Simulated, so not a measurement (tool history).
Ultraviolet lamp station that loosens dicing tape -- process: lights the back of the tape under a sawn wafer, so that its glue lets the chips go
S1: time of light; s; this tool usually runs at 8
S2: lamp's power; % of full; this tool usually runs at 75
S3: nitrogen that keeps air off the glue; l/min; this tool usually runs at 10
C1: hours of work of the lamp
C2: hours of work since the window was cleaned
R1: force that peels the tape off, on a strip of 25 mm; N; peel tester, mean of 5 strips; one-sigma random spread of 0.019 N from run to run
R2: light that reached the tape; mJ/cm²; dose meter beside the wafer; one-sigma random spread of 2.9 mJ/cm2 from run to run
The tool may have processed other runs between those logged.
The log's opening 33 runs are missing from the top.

run 34 hour=454.8 | S1=8 S2=77 S3=4 | C1=598 C2=281 | R1=1.37 R2=441
run 35 hour=469.8 | S1=5 S2=75 S3=7 | C1=605 C2=289 | R1=2.155 R2=273
run 36 hour=478.7 | S1=5 S2=75 S3=7 | C1=609 C2=293 | R1=2.052 R2=267
run 37 hour=489.6 | S1=5 S2=75 S3=7 | C1=615 C2=298 | R1=2.074 R2=264
run 38 hour=503.3 | S1=16 S2=94 S3=10 | C1=622 C2=305 | R1=0.178 R2=1062
run 39 hour=522 | S1=16 S2=64 S3=10 | C1=631 C2=314 | R1=0.303 R2=728
run 40 hour=541.7 | S1=16 S2=64 S3=10 | C1=640 C2=324 | R1=0.311 R2=733
run 41 hour=551.8 | S1=16 S2=64 S3=10 | C1=645 C2=329 | R1=0.315 R2=732

Run 42, settings as shown, results not yet in. Your forecast:
run 42 hour=562 | S1=16 S2=64 S3=10 | C1=650 C2=334 | R1=? R2=?

Logged for run 42: R1 0.314 N, R2 728 mJ/cm².
Without the tool's hidden state the same run would have given R1 0.311 N, R2 732 mJ/cm².
